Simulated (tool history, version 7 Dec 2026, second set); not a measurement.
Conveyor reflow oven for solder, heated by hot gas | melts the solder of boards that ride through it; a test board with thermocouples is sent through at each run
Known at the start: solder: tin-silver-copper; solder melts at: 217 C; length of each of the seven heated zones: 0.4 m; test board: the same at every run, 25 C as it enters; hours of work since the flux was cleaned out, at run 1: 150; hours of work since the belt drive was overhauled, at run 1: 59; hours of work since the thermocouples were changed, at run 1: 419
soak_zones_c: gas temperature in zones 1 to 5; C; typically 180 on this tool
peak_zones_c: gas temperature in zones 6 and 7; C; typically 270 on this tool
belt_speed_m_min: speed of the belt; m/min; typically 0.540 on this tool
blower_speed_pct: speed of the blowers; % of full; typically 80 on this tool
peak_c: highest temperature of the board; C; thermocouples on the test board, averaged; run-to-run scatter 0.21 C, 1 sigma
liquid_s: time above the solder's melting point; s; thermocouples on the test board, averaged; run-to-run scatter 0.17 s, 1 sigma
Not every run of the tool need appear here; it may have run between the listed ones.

run,hour,soak_zones_c,peak_zones_c,belt_speed_m_min,blower_speed_pct,hours of work since the flux was cleaned out,hours of work since the belt drive was overhauled,hours of work since the thermocouples were changed,peak_c,liquid_s
1,0.0,180,270,0.540,80,150,59,419,257.0,72.9
2,14.6,180,270,0.540,80,157,66,426,256.6,73.0
3,31.6,180,270,0.540,80,166,74,434,256.8,72.9
4,50.5,180,270,0.540,80,175,84,444,256.9,73.3
5,62.3,180,270,0.540,80,181,90,450,256.8,73.1
6,71.0,180,270,0.540,80,186,94,454,256.6,72.9
7,78.9,180,270,0.540,80,190,98,458,256.4,73.1
8,93.4,180,270,0.540,80,197,106,466,256.5,73.0
9,101.6,180,270,0.540,80,201,110,470,256.8,73.0
10,115.8,180,270,0.540,80,208,117,477,256.7,73.0
11,131.5,180,270,0.540,80,216,125,485,256.1,72.8
12,140.8,180,270,0.540,80,221,129,489,256.7,73.2
13,157.9,180,270,0.540,80,229,138,498,256.7,73.1
14,170.7,180,270,0.540,80,236,144,504,256.5,72.8
15,182.3,180,270,0.540,59,242,150,510,251.1,66.6
16,195.5,180,270,0.540,59,248,157,517,250.9,66.8
17,211.5,176,276,0.566,59,256,165,525,254.0,63.6
18,225.7,176,276,0.566,59,263,172,532,253.5,63.6
19,243.4,180,270,0.513,80,272,181,541,258.3,78.1
20,251.8,188,268,0.447,80,277,185,545,260.3,96.5
21,268.9,180,270,0.503,86,285,194,554,260.1,81.4
22,281.5,183,270,0.503,86,291,200,560,260.4,83.1
23,291.5,188,270,0.503,85,296,205,565,260.1,86.0
24,299.4,188,270,0.503,85,300,209,569,260.4,85.4
25,308.3,188,270,0.503,85,305,214,574,260.7,85.7
26,324.0,188,270,0.503,85,313,221,581,260.4,85.7
# hour 337.1: flux residue cleaned out of gas plates and filters
27,343.0,188,270,0.503,85,3,228,588,260.8,85.4
28,353.2,180,270,0.483,79,8,234,594,259.2,84.7
29,366.1,167,270,0.523,80,15,240,600,255.7,69.6
30,385.0,167,270,0.523,80,24,250,610,255.6,69.5
31,394.0,177,270,0.540,51,29,254,614,247.3,60.9

4 options for the next run, each taken on its own from the tool as it stands now. Forecast them:
A,408.7,173,263,0.472,51,36,262,621,?,?
B,408.7,180,267,0.558,88,36,262,621,?,?
C,408.7,172,283,0.540,82,36,262,621,?,?
D,408.7,180,278,0.540,80,36,262,621,?,?

run,peak_c,liquid_s
A,245.2,67.4
B,254.8,69.8
C,267.6,76.6
D,264.2,77.4
Without the tool's hidden state the same runs would have given:
run,peak_c,liquid_s
A,245.2,67.4
B,254.8,69.8
C,267.7,76.6
D,264.2,77.4
